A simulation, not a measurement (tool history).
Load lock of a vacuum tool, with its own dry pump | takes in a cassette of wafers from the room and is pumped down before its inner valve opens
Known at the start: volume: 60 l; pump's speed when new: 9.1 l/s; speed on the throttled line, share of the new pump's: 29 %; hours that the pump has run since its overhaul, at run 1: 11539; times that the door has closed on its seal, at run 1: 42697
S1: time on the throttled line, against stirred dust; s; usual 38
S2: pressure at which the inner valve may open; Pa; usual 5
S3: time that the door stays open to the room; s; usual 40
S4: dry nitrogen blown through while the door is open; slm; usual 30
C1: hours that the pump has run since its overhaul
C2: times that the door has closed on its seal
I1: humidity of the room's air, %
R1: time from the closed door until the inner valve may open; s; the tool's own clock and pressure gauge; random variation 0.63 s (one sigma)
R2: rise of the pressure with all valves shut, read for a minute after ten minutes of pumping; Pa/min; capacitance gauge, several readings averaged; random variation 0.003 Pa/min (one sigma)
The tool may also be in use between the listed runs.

Run 1, hour 0: usual settings; C1 11539; C2 42697; I1 44.6. Result: R1 97.7 s, R2 0.145 Pa/min.
Run 2, hour 193: usual settings but S4 10 slm; C1 11732; C2 43662; I1 45.2. Result: R1 96.1 s, R2 0.156 Pa/min.
Run 3, hour 482.7: usual settings but S4 10 slm; C1 12021; C2 45110; I1 41.7. Result: R1 97.3 s, R2 0.153 Pa/min.
Run 4, hour 714.7: usual settings but S4 10 slm; C1 12254; C2 46269; I1 43.9. Result: R1 97.5 s, R2 0.17 Pa/min.
Run 5, hour 963.5: usual settings but S4 10 slm; C1 12502; C2 47513; I1 42.5. Result: R1 96.8 s, R2 0.171 Pa/min.
Run 6, hour 1119: usual settings; C1 12658; C2 48289; I1 44. Result: R1 97 s, R2 0.168 Pa/min.
Run 7, hour 1328: usual settings but S4 4 slm; C1 12867; C2 49334; I1 44.1. Result: R1 97.6 s, R2 0.183 Pa/min.
Run 8, hour 1514.5: usual settings but S4 4 slm; C1 13053; C2 50266; I1 47.7. Result: R1 97.1 s, R2 0.19 Pa/min.
At hour 1686.6: door's seal changed, seat wiped.
Run 9, hour 1750.7: usual settings but S2 10 Pa; C1 13288; C2 320; I1 48.9. Result: R1 90.5 s, R2 0.014 Pa/min.
Run 10, hour 1885.4: usual settings but S1 22 s; C1 13423; C2 993; I1 46.8. Result: R1 86 s, R2 0.019 Pa/min.
Run 11, hour 2062.4: usual settings; C1 13600; C2 1878; I1 43.7. Result: R1 98.1 s, R2 0.015 Pa/min.
Run 12, hour 2303.2: usual settings; C1 13841; C2 3081; I1 41.4. Result: R1 98.6 s, R2 0.019 Pa/min.
Run 13, hour 2454.2: usual settings but S2 6 Pa; C1 13992; C2 3836; I1 47.8. Result: R1 96.9 s, R2 0.023 Pa/min.
Run 14, hour 2690.1: usual settings but S2 6 Pa; C1 14227; C2 5015; I1 47.1. Result: R1 95.9 s, R2 0.019 Pa/min.
Run 15, hour 2961.6: usual settings but S2 6 Pa; C1 14499; C2 6372; I1 44. Result: R1 95.7 s, R2 0.024 Pa/min.
Run 16, hour 3214.3: usual settings but S1 42 s; C1 14752; C2 7634; I1 43.8. Result: R1 100.8 s, R2 0.029 Pa/min.
Run 17, hour 3484.3: usual settings but S1 42 s; C1 15022; C2 8984; I1 47.2. Result: R1 101.2 s, R2 0.027 Pa/min.
Run 18, hour 3744.1: usual settings but S1 42 s; C1 15281; C2 10282; I1 44. Result: R1 102.1 s, R2 0.033 Pa/min.
Run 19, hour 3984.3: usual settings but S1 42 s; C1 15522; C2 11482; I1 47.6. Result: R1 100.8 s, R2 0.032 Pa/min.
Run 20, hour 4149.3: usual settings but S1 35 s, S2 9 Pa, S3 118 s; C1 15687; C2 12307; I1 45.6. Result: R1 92.3 s, R2 0.048 Pa/min.
Run 21, hour 4301.3: usual settings but S1 51 s, S2 9 Pa, S3 31 s, S4 42 slm; C1 15839; C2 13067; I1 46.9. Result: R1 103.1 s, R2 0.033 Pa/min.
Run 22, hour 4502.2: usual settings but S1 51 s, S2 9 Pa, S3 31 s, S4 21 slm; C1 16039; C2 14071; I1 46.6. Result: R1 102.3 s, R2 0.034 Pa/min.
Run 23, hour 4769.4: usual settings but S1 25 s, S2 8 Pa, S3 29 s, S4 21 slm; C1 16307; C2 15406; I1 45.8. Result: R1 86 s, R2 0.039 Pa/min.
Run 24, hour 4962.7: usual settings but S1 23 s, S2 6 Pa; C1 16500; C2 16372; I1 45.2. Result: R1 86.5 s, R2 0.044 Pa/min.
Run 25, hour 5141.2: usual settings but S3 96 s, S4 7 slm; C1 16678; C2 17264; I1 42.2. Result: R1 98.8 s, R2 0.069 Pa/min.
Run 26, hour 5427.9: usual settings but S1 53 s; C1 16965; C2 18697; I1 42.9. Result: R1 109.4 s, R2 0.044 Pa/min.
Run 27, hour 5622.1: usual settings but S1 53 s; C1 17159; C2 19667; I1 43. Result: R1 108.7 s, R2 0.051 Pa/min.
Run 28, hour 5849.5: usual settings but S1 53 s; C1 17387; C2 20804; I1 42.7. Result: R1 110 s, R2 0.053 Pa/min.
Run 29, hour 5976.2: usual settings but S1 53 s; C1 17514; C2 21437; I1 46.9. Result: R1 109.8 s, R2 0.057 Pa/min.

Forecast run 30:
Run 30, hour 6186.2: usual settings but S1 53 s, S2 6 Pa; C1 17723; C2 22487; I1 45.5. Result: R1 ?, R2 ?.

Run 30 gave R1 107.7 s, R2 0.055 Pa/min.
Without the tool's hidden state the same run would have given R1 101.8 s, R2 0.015 Pa/min.
